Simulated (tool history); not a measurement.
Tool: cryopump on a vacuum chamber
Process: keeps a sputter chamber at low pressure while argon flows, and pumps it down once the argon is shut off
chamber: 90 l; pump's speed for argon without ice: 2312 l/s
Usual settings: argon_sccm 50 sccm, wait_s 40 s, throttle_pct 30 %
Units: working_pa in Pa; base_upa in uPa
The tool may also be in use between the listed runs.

run    hour  argon_sccm  wait_s  throttle_pct  working_pa  base_upa
  1       0          50      40            30      0.1311      1.15
  2    51.4          50      40            30        0.13      1.19
  3   104.7          50      40            30      0.1309      1.15
  4   144.9          50      77            30      0.1325      0.99
  5   194.3          50      77            30      0.1321      1.03
  6   248.4          50      40            24      0.1621      1.18
  7   281.3          50      40            34      0.1177       1.2
  8   310.9          50      40            34      0.1184      1.24
  9   342.4          50      40            34      0.1192      1.23
 10   372.4          52      40            30      0.1382      1.24
      403.8  -- pump warmed up, emptied and cooled again
 11   432.7          52      40            30      0.1286      1.12
 12   465.6          50      40            20      0.1851      1.06
 13   509.4          50      40            20      0.1831      1.14
 14   547.8          50      40            20      0.1844      1.08
 15   577.5          50      40            20      0.1858      1.09
 16   623.4          97     205            44      0.1652      0.83
 17     677          42      40            30      0.1042      1.16
 18   713.3          31      37            26      0.0886      1.14
 19   768.5          31      37            26      0.0884      1.24
 20   800.8          50      67            31      0.1212         1
 21   847.2          50     196            42        0.09      0.84
 22   877.5          69      80            42      0.1246      1.04
 23   909.8          50     114            38      0.0987      0.94
 24   949.1          25      34            32      0.0594      1.27
 25     978          28      83            16       0.129      1.04
 26  1022.4          30     224            48      0.0481      0.88
 27  1069.4          30     224            48      0.0471       0.9
 28    1118          52     224            19       0.204       0.9

Forecast each of these 5 alternatives for the next run:
  A  1168.9          28     214            30           ?         ?
  B  1168.9          49      23            50           ?         ?
  C  1168.9          50      40            24           ?         ?
  D  1168.9          93      67            35           ?         ?
  E  1168.9          52     250            29           ?         ?

run  working_pa  base_upa
  A      0.0709      0.96
  B      0.0758      1.57
  C      0.1563      1.25
  D      0.2029      1.16
  E      0.1361       0.9
Without the tool's hidden state the same runs would have given:
run  working_pa  base_upa
  A      0.0685       0.2
  B      0.0715      0.83
  C      0.1519      0.52
  D      0.1948       0.4
  E      0.1315      0.16

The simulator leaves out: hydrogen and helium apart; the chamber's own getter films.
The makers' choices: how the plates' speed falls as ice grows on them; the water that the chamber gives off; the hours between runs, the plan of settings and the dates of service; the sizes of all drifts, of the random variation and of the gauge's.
